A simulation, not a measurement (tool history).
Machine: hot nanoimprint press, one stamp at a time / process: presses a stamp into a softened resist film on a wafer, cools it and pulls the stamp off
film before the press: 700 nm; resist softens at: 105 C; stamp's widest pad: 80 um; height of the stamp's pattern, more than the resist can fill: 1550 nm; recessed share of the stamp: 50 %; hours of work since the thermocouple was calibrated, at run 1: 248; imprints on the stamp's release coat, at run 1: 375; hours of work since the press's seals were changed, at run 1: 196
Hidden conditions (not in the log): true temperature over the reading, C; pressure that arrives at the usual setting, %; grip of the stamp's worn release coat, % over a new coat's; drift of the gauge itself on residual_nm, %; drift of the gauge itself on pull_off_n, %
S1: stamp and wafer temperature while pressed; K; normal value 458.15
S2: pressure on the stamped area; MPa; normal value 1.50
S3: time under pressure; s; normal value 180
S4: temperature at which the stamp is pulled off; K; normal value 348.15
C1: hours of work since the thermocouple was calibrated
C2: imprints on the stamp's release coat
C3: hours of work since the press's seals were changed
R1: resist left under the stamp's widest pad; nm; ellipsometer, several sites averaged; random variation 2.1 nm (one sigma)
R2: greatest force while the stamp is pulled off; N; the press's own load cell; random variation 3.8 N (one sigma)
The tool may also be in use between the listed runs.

Run 1, hour 0.0: usual settings; C1 248; C2 375; C3 196. Result: R1 412.2 nm, R2 199 N.
Run 2, hour 11.0: usual settings; C1 254; C2 401; C3 201. Result: R1 413.5 nm, R2 206 N.
Run 3, hour 17.4: usual settings but S3 313 s; C1 257; C2 416; C3 205. Result: R1 336.6 nm, R2 204 N.
Run 4, hour 22.3: usual settings but S3 313 s; C1 260; C2 427; C3 207. Result: R1 338.7 nm, R2 208 N.
Run 5, hour 27.2: usual settings; C1 262; C2 438; C3 210. Result: R1 409.1 nm, R2 217 N.
Run 6, hour 35.7: usual settings; C1 267; C2 458; C3 214. Result: R1 411.9 nm, R2 214 N.
Run 7, hour 43.9: usual settings; C1 271; C2 477; C3 218. Result: R1 412.0 nm, R2 216 N.
Run 8, hour 50.9: usual settings; C1 274; C2 493; C3 222. Result: R1 413.6 nm, R2 213 N.
Run 9, hour 61.2: usual settings; C1 280; C2 517; C3 227. Result: R1 409.2 nm, R2 221 N.
At hour 67.5: plate thermocouple calibrated.
Run 10, hour 72.0: usual settings but S3 124 s; C1 2; C2 535; C3 231. Result: R1 463.1 nm, R2 222 N.
Run 11, hour 76.8: usual settings but S3 124 s; C1 5; C2 547; C3 233. Result: R1 458.4 nm, R2 216 N.
Run 12, hour 86.8: usual settings; C1 10; C2 570; C3 239. Result: R1 414.2 nm, R2 218 N.
Run 13, hour 92.2: usual settings; C1 13; C2 582; C3 241. Result: R1 410.0 nm, R2 222 N.
Run 14, hour 100.1: usual settings; C1 17; C2 601; C3 245. Result: R1 412.2 nm, R2 222 N.
At hour 105.7: plate thermocouple calibrated, once more.
Run 15, hour 108.0: usual settings; C1 1; C2 612; C3 248. Result: R1 406.5 nm, R2 222 N.
Run 16, hour 117.1: usual settings; C1 6; C2 633; C3 252. Result: R1 405.3 nm, R2 219 N.
Run 17, hour 126.9: usual settings; C1 11; C2 656; C3 257. Result: R1 405.6 nm, R2 215 N.
Run 18, hour 133.1: usual settings but S1 455.15 K, S2 1.37 MPa, S3 134 s; C1 14; C2 670; C3 261. Result: R1 495.6 nm, R2 224 N.
Run 19, hour 138.9: usual settings but S1 467.15 K, S2 0.96 MPa, S3 134 s; C1 17; C2 684; C3 264. Result: R1 387.2 nm, R2 228 N.
Run 20, hour 146.9: usual settings but S1 467.15 K, S2 0.96 MPa, S3 134 s; C1 21; C2 702; C3 268. Result: R1 387.5 nm, R2 221 N.
Run 21, hour 152.2: usual settings but S1 467.15 K, S2 1.89 MPa, S3 162 s; C1 24; C2 715; C3 270. Result: R1 271.9 nm, R2 233 N.
Run 22, hour 157.2: usual settings but S4 352.15 K; C1 26; C2 726; C3 273. Result: R1 404.3 nm, R2 211 N.
Run 23, hour 167.3: usual settings but S4 352.15 K; C1 31; C2 750; C3 278. Result: R1 405.9 nm, R2 211 N.
Run 24, hour 178.3: usual settings but S4 352.15 K; C1 37; C2 775; C3 284. Result: R1 409.9 nm, R2 209 N.
Run 25, hour 182.8: usual settings but S4 352.15 K; C1 39; C2 786; C3 286. Result: R1 405.5 nm, R2 207 N.
Run 26, hour 191.2: usual settings but S2 1.70 MPa; C1 44; C2 805; C3 290. Result: R1 384.3 nm, R2 229 N.
Run 27, hour 199.9: usual settings but S2 1.70 MPa; C1 48; C2 826; C3 295. Result: R1 389.1 nm, R2 240 N.
Run 28, hour 206.3: usual settings but S2 1.70 MPa; C1 51; C2 840; C3 298. Result: R1 386.8 nm, R2 238 N.
Run 29, hour 215.0: usual settings but S2 1.70 MPa, S3 116 s; C1 56; C2 861; C3 302. Result: R1 443.7 nm, R2 233 N.
Run 30, hour 222.0: usual settings but S1 451.15 K, S2 2.29 MPa, S3 106 s; C1 59; C2 877; C3 306. Result: R1 514.4 nm, R2 245 N.

Run by run, hidden condition taken away, random variation retained:
run     R1   R2
  1  400.8  174
  2  401.8  178
  3  325.5  176
  4  327.5  179
  5  397.2  186
  6  399.7  182
  7  399.7  183
  8  401.0  179
  9  396.5  185
 10  449.3  184
 11  444.6  178
 12  399.8  179
 13  395.5  182
 14  397.5  180
 15  402.4  183
 16  401.0  179
 17  401.1  175
 18  491.5  182
 19  383.7  184
 20  383.9  177
 21  267.1  186
 22  399.1  168
 23  400.5  167
 24  404.1  164
 25  399.7  161
 26  377.9  178
 27  382.5  185
 28  380.1  183
 29  436.8  178
 30  506.4  186

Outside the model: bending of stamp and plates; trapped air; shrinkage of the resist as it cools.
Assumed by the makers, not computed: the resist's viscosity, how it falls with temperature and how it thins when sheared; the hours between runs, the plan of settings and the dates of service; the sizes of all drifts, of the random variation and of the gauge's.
